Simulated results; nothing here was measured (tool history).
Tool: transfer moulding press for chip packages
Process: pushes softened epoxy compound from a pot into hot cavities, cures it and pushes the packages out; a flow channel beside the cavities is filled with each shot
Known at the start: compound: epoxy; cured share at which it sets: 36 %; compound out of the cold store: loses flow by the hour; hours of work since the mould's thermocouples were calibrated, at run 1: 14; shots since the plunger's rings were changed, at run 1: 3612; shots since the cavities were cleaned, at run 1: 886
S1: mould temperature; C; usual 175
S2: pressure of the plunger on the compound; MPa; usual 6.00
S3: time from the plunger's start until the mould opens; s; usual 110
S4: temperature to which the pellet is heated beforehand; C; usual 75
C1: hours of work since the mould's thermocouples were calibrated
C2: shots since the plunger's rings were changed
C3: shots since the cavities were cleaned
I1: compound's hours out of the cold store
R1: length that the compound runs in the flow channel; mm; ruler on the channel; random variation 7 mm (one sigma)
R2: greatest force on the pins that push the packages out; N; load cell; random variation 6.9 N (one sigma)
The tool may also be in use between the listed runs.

run 1 day=0.000 | S1=175 S2=6.00 S3=110 S4=75 | C1=14 C2=3612 C3=886 | I1=36.2 | R1=689 R2=555
run 2 day=0.350 | S1=175 S2=6.00 S3=110 S4=75 | C1=18 C2=3673 C3=947 | I1=12.8 | R1=776 R2=622
run 3 day=0.708 | S1=175 S2=6.00 S3=110 S4=75 | C1=21 C2=3734 C3=1008 | I1=47.4 | R1=659 R2=580
run 4 day=1.150 | S1=175 S2=6.00 S3=110 S4=75 | C1=26 C2=3810 C3=1084 | I1=8.2 | R1=792 R2=595
run 5 day=1.438 | S1=175 S2=6.00 S3=110 S4=75 | C1=29 C2=3860 C3=1134 | I1=29.5 | R1=716 R2=600
run 6 day=1.758 | S1=175 S2=6.00 S3=110 S4=75 | C1=32 C2=3915 C3=1189 | I1=14.5 | R1=775 R2=637
-- day=1.871 cavities cleaned with cleaning compound and waxed
run 7 day=2.388 | S1=175 S2=6.00 S3=110 S4=75 | C1=38 C2=4012 C3=89 | I1=44.3 | R1=657 R2=344
run 8 day=2.854 | S1=175 S2=5.12 S3=110 S4=75 | C1=42 C2=4092 C3=169 | I1=21.6 | R1=692 R2=410
run 9 day=3.371 | S1=175 S2=6.32 S3=110 S4=75 | C1=48 C2=4182 C3=259 | I1=35.1 | R1=706 R2=434
run 10 day=3.892 | S1=175 S2=6.32 S3=110 S4=75 | C1=53 C2=4271 C3=348 | I1=34.3 | R1=699 R2=477
run 11 day=4.350 | S1=175 S2=6.32 S3=110 S4=75 | C1=57 C2=4350 C3=427 | I1=8.5 | R1=802 R2=526
run 12 day=4.846 | S1=176 S2=6.00 S3=110 S4=75 | C1=62 C2=4435 C3=512 | I1=30.4 | R1=687 R2=504
run 13 day=5.217 | S1=176 S2=6.00 S3=110 S4=75 | C1=66 C2=4499 C3=576 | I1=41.7 | R1=666 R2=511
run 14 day=5.783 | S1=175 S2=6.00 S3=110 S4=75 | C1=72 C2=4596 C3=673 | I1=9.3 | R1=776 R2=599
-- day=6.062 plunger's sealing rings changed
run 15 day=6.358 | S1=168 S2=6.00 S3=110 S4=75 | C1=77 C2=51 C3=755 | I1=10.2 | R1=881 R2=987
run 16 day=6.800 | S1=168 S2=6.00 S3=110 S4=75 | C1=81 C2=126 C3=830 | I1=34.0 | R1=786 R2=886
run 17 day=7.417 | S1=175 S2=6.00 S3=112 S4=75 | C1=87 C2=233 C3=937 | I1=40.5 | R1=720 R2=539
-- day=7.533 mould's thermocouples calibrated
run 18 day=7.900 | S1=175 S2=7.03 S3=91 S4=67 | C1=4 C2=302 C3=1006 | I1=43.8 | R1=760 R2=833
run 19 day=8.479 | S1=171 S2=5.56 S3=120 S4=74 | C1=10 C2=401 C3=1105 | I1=37.8 | R1=722 R2=617
run 20 day=8.833 | S1=171 S2=4.72 S3=120 S4=72 | C1=13 C2=462 C3=1166 | I1=31.1 | R1=690 R2=640
-- day=9.071 cavities cleaned with cleaning compound and waxed
run 21 day=9.512 | S1=178 S2=4.72 S3=120 S4=71 | C1=19 C2=568 C3=75 | I1=46.1 | R1=612 R2=270
-- day=9.808 mould's thermocouples calibrated, once more
run 22 day=9.921 | S1=169 S2=6.81 S3=110 S4=75 | C1=1 C2=624 C3=131 | I1=33.6 | R1=813 R2=536
run 23 day=10.538 | S1=180 S2=5.64 S3=143 S4=72 | C1=7 C2=730 C3=237 | I1=11.9 | R1=785 R2=334
run 24 day=10.900 | S1=180 S2=5.64 S3=143 S4=72 | C1=11 C2=793 C3=300 | I1=27.9 | R1=727 R2=351
run 25 day=11.321 | S1=175 S2=6.00 S3=95 S4=67 | C1=15 C2=866 C3=373 | I1=24.6 | R1=778 R2=672
run 26 day=11.671 | S1=175 S2=6.00 S3=95 S4=67 | C1=19 C2=925 C3=432 | I1=24.5 | R1=776 R2=695
run 27 day=11.938 | S1=175 S2=6.00 S3=95 S4=67 | C1=21 C2=971 C3=478 | I1=18.4 | R1=807 R2=740
run 28 day=12.238 | S1=175 S2=6.00 S3=95 S4=67 | C1=24 C2=1023 C3=530 | I1=18.1 | R1=793 R2=739
run 29 day=12.683 | S1=175 S2=6.00 S3=115 S4=67 | C1=29 C2=1100 C3=607 | I1=44.6 | R1=692 R2=506

Measured less the same run without the tool's hidden state. The same run-to-run variation is in both; the gauge's scatter may not be:
The hidden state here: true mould temperature over the reading, C; pressure that reaches the compound, % of what is set; grip of the stained cavities, % over clean ones'; drift of the gauge itself on flow_mm, %; drift of the gauge itself on push_out_n, %.
run=1 R1=-52 R2=+286
run=2 R1=-59 R2=+320
run=3 R1=-51 R2=+301
run=4 R1=-63 R2=+316
run=5 R1=-57 R2=+319
run=6 R1=-63 R2=+341
run=7 R1=-55 R2=+68
run=8 R1=-59 R2=+122
run=9 R1=-63 R2=+161
run=10 R1=-63 R2=+199
run=11 R1=-74 R2=+234
run=12 R1=-65 R2=+237
run=13 R1=-63 R2=+247
run=14 R1=-75 R2=+297
run=15 R1=-2 R2=+504
run=16 R1=-2 R2=+460
run=17 R1=-4 R2=+282
run=18 R1=-5 R2=+439
run=19 R1=-5 R2=+330
run=20 R1=-6 R2=+346
run=21 R1=-7 R2=+47
run=22 R1=-10 R2=+137
run=23 R1=-12 R2=+116
run=24 R1=-11 R2=+137
run=25 R1=-13 R2=+286
run=26 R1=-13 R2=+312
run=27 R1=-15 R2=+340
run=28 R1=-15 R2=+351
run=29 R1=-14 R2=+246
